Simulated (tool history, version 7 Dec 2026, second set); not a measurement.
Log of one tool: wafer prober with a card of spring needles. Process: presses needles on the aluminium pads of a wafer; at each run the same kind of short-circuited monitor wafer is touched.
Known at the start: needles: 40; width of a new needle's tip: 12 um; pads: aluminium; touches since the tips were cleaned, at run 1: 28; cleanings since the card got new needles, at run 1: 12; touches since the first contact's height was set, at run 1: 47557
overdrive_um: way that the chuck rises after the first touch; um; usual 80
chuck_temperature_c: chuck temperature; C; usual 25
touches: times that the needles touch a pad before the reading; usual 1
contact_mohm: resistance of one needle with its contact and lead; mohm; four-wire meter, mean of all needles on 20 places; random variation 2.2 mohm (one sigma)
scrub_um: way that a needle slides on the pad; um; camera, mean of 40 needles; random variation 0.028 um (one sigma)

| run | day | overdrive_um | chuck_temperature_c | touches | touches since the tips were cleaned | cleanings since the card got new needles | touches since the first contact's height was set | contact_mohm | scrub_um |
|---|---|---|---|---|---|---|---|---|---|
| 1 | 0 | 80 | 25 | 1 | 28 | 12 | 47557 | 240 | 13.73 |
|  | 0.2 | tips cleaned on abrasive film |
|  | 0.4 | tips cleaned on abrasive film |
|  | 0.65 | tips cleaned on abrasive film |
|  | 0.858 | tips cleaned on abrasive film |
| 2 | 0.858 | 80 | 55 | 1 | 0 | 16 | 62249 | 244 | 13.73 |
|  | 1.104 | tips cleaned on abrasive film |
|  | 1.354 | tips cleaned on abrasive film |
|  | 1.558 | tips cleaned on abrasive film |
|  | 1.758 | tips cleaned on abrasive film |
| 3 | 1.796 | 80 | 25 | 1 | 705 | 20 | 78404 | 238 | 13.75 |
|  | 1.996 | tips cleaned on abrasive film |
|  | 2.246 | tips cleaned on abrasive film |
|  | 2.45 | tips cleaned on abrasive film |
|  | 2.65 | tips cleaned on abrasive film |
|  | 2.9 | tips cleaned on abrasive film |
| 4 | 2.996 | 80 | 25 | 1 | 1708 | 25 | 99002 | 241 | 13.68 |
|  | 3.146 | tips cleaned on abrasive film |
|  | 3.396 | tips cleaned on abrasive film |
|  | 3.646 | tips cleaned on abrasive film |
|  | 3.846 | tips cleaned on abrasive film |
| 5 | 3.908 | 80 | 25 | 1 | 1077 | 29 | 114675 | 239 | 13.76 |
|  | 4.058 | tips cleaned on abrasive film |
|  | 4.262 | tips cleaned on abrasive film |
|  | 4.462 | tips cleaned on abrasive film |
| 6 | 4.642 | 80 | 25 | 1 | 3160 | 32 | 127281 | 243 | 13.74 |
|  | 4.696 | tips cleaned on abrasive film |
|  | 4.896 | tips cleaned on abrasive film |
|  | 5.146 | tips cleaned on abrasive film |
|  | 5.396 | tips cleaned on abrasive film |
|  | 5.596 | tips cleaned on abrasive film |
| 7 | 5.721 | 80 | 25 | 1 | 2187 | 37 | 145782 | 236 | 13.71 |
|  | 5.825 | tips cleaned on abrasive film |
|  | 5.838 | height of the first contact set anew |
|  | 6.083 | tips cleaned on abrasive film |
|  | 6.333 | tips cleaned on abrasive film |
|  | 6.533 | tips cleaned on abrasive film |
|  | 6.783 | tips cleaned on abrasive film |
| 8 | 6.883 | 80 | 25 | 1 | 1712 | 42 | 18026 | 241 | 13.74 |
|  | 7.033 | tips cleaned on abrasive film |
|  | 7.233 | tips cleaned on abrasive film |
| 9 | 7.417 | 80 | 78 | 2 | 3181 | 44 | 27217 | 251 | 13.82 |
|  | 7.471 | tips cleaned on abrasive film |
|  | 7.671 | tips cleaned on abrasive film |
|  | 7.921 | tips cleaned on abrasive film |
|  | 8.171 | tips cleaned on abrasive film |
|  | 8.421 | tips cleaned on abrasive film |
| 10 | 8.483 | 80 | 78 | 2 | 1097 | 49 | 45486 | 254 | 13.77 |
|  | 8.633 | tips cleaned on abrasive film |
|  | 8.883 | tips cleaned on abrasive film |
|  | 9.133 | tips cleaned on abrasive film |
| 11 | 9.271 | 74 | 56 | 3 | 2415 | 52 | 59063 | 243 | 12.8 |
|  | 9.375 | tips cleaned on abrasive film |
|  | 9.575 | tips cleaned on abrasive film |
|  | 9.775 | tips cleaned on abrasive film |
|  | 9.996 | tips cleaned on abrasive film |
| 12 | 9.996 | 80 | 25 | 3 | 0 | 56 | 71425 | 241 | 13.79 |
|  | 10.196 | tips cleaned on abrasive film |
|  | 10.446 | tips cleaned on abrasive film |
|  | 10.696 | tips cleaned on abrasive film |
|  | 10.896 | tips cleaned on abrasive film |
| 13 | 11.05 | 91 | 78 | 2 | 2733 | 60 | 89616 | 252 | 15.67 |
|  | 11.104 | tips cleaned on abrasive film |
|  | 11.304 | tips cleaned on abrasive film |
|  | 11.554 | tips cleaned on abrasive film |
|  | 11.754 | tips cleaned on abrasive film |
|  | 11.975 | tips cleaned on abrasive film |
| 14 | 11.975 | 91 | 50 | 2 | 0 | 65 | 105385 | 241 | 15.69 |
|  | 12.225 | tips cleaned on abrasive film |
|  | 12.475 | tips cleaned on abrasive film |
| 15 | 12.512 | 80 | 64 | 3 | 709 | 67 | 114680 | 248 | 13.77 |
|  | 12.712 | tips cleaned on abrasive film |
|  | 12.962 | tips cleaned on abrasive film |
|  | 13.212 | tips cleaned on abrasive film |
| 16 | 13.246 | 80 | 59 | 3 | 529 | 70 | 127231 | 247 | 13.83 |

Hidden state at the last listed run before each entry between runs and at the first one after, where it differs:
Between runs 1 and 2: tips cleaned on abrasive film (day 0.2); tips cleaned on abrasive film (day 0.4); tips cleaned on abrasive film (day 0.65); tips cleaned on abrasive film (day 0.858)
  drift of the gauge itself on scrub_um, %: 0 -> 0.05
  measured less the result without the state, scrub_um: +0 -> +0.01 um
Between runs 2 and 3: tips cleaned on abrasive film (day 1.104); tips cleaned on abrasive film (day 1.354); tips cleaned on abrasive film (day 1.558); tips cleaned on abrasive film (day 1.758)
  debris on the tips, nm: 0 -> 0.1; drift of the gauge itself on scrub_um, %: 0.05 -> 0.11
  measured less the result without the state, scrub_um: +0.01 -> +0.02 um
Between runs 3 and 4: tips cleaned on abrasive film (day 1.996); tips cleaned on abrasive film (day 2.246); tips cleaned on abrasive film (day 2.45); tips cleaned on abrasive film (day 2.65); tips cleaned on abrasive film (day 2.9)
  debris on the tips, nm: 0.1 -> 0.2; way that the needles fall short of the set height, um: 0 -> 0.01; drift of the gauge itself on scrub_um, %: 0.11 -> 0.19
  measured less the result without the state, scrub_um: +0.02 -> +0.02 um
Between runs 4 and 5: tips cleaned on abrasive film (day 3.146); tips cleaned on abrasive film (day 3.396); tips cleaned on abrasive film (day 3.646); tips cleaned on abrasive film (day 3.846)
  drift of the gauge itself on scrub_um, %: 0.19 -> 0.25
  measured less the result without the state, scrub_um: +0.02 -> +0.03 um
Between runs 5 and 6: tips cleaned on abrasive film (day 4.058); tips cleaned on abrasive film (day 4.262); tips cleaned on abrasive film (day 4.462)
  debris on the tips, nm: 0.2 -> 0.3; drift of the gauge itself on scrub_um, %: 0.25 -> 0.3
  measured less the result without the state, scrub_um: +0.03 -> +0.04 um
Between runs 6 and 7: tips cleaned on abrasive film (day 4.696); tips cleaned on abrasive film (day 4.896); tips cleaned on abrasive film (day 5.146); tips cleaned on abrasive film (day 5.396); tips cleaned on abrasive film (day 5.596)
  debris on the tips, nm: 0.3 -> 0.2; drift of the gauge itself on scrub_um, %: 0.3 -> 0.36
  measured less the result without the state, scrub_um: +0.04 -> +0.05 um
Between runs 7 and 8: tips cleaned on abrasive film (day 5.825); height of the first contact set anew (day 5.838); tips cleaned on abrasive film (day 6.083); tips cleaned on abrasive film (day 6.333); tips cleaned on abrasive film (day 6.533); tips cleaned on abrasive film (day 6.783)
  way that the needles fall short of the set height, um: 0.01 -> 0; drift of the gauge itself on scrub_um, %: 0.36 -> 0.44
  measured less the result without the state, scrub_um: +0.05 -> +0.06 um
Between runs 8 and 9: tips cleaned on abrasive film (day 7.033); tips cleaned on abrasive film (day 7.233)
  debris on the tips, nm: 0.2 -> 0.3; drift of the gauge itself on scrub_um, %: 0.44 -> 0.47
  measured less the result without the state, scrub_um: +0.06 -> +0.06 um
Between runs 9 and 10: tips cleaned on abrasive film (day 7.471); tips cleaned on abrasive film (day 7.671); tips cleaned on abrasive film (day 7.921); tips cleaned on abrasive film (day 8.171); tips cleaned on abrasive film (day 8.421)
  debris on the tips, nm: 0.3 -> 0.2; drift of the gauge itself on scrub_um, %: 0.47 -> 0.54
  measured less the result without the state, scrub_um: +0.06 -> +0.07 um
Between runs 10 and 11: tips cleaned on abrasive film (day 8.633); tips cleaned on abrasive film (day 8.883); tips cleaned on abrasive film (day 9.133)
  debris on the tips, nm: 0.2 -> 0.3; drift of the gauge itself on scrub_um, %: 0.54 -> 0.59
  measured less the result without the state, scrub_um: +0.07 -> +0.07 um
Between runs 11 and 12: tips cleaned on abrasive film (day 9.375); tips cleaned on abrasive film (day 9.575); tips cleaned on abrasive film (day 9.775); tips cleaned on abrasive film (day 9.996)
  debris on the tips, nm: 0.3 -> 0; drift of the gauge itself on scrub_um, %: 0.59 -> 0.63
  measured less the result without the state, scrub_um: +0.07 -> +0.09 um
Between runs 12 and 13: tips cleaned on abrasive film (day 10.196); tips cleaned on abrasive film (day 10.446); tips cleaned on abrasive film (day 10.696); tips cleaned on abrasive film (day 10.896)
  debris on the tips, nm: 0 -> 0.3; way that the needles fall short of the set height, um: 0 -> 0.01; tips' diameter, um: 12 -> 12.01; drift of the gauge itself on scrub_um, %: 0.63 -> 0.7
  measured less the result without the state, scrub_um: +0.09 -> +0.11 um
Between runs 13 and 14: tips cleaned on abrasive film (day 11.104); tips cleaned on abrasive film (day 11.304); tips cleaned on abrasive film (day 11.554); tips cleaned on abrasive film (day 11.754); tips cleaned on abrasive film (day 11.975)
  debris on the tips, nm: 0.3 -> 0; drift of the gauge itself on scrub_um, %: 0.7 -> 0.76
  measured less the result without the state, scrub_um: +0.11 -> +0.12 um
Between runs 14 and 15: tips cleaned on abrasive film (day 12.225); tips cleaned on abrasive film (day 12.475)
  debris on the tips, nm: 0 -> 0.1; drift of the gauge itself on scrub_um, %: 0.76 -> 0.79
  measured less the result without the state, scrub_um: +0.12 -> +0.1 um
Between runs 15 and 16: tips cleaned on abrasive film (day 12.712); tips cleaned on abrasive film (day 12.962); tips cleaned on abrasive film (day 13.212)
  drift of the gauge itself on scrub_um, %: 0.79 -> 0.84
  measured less the result without the state, scrub_um: +0.1 -> +0.12 um

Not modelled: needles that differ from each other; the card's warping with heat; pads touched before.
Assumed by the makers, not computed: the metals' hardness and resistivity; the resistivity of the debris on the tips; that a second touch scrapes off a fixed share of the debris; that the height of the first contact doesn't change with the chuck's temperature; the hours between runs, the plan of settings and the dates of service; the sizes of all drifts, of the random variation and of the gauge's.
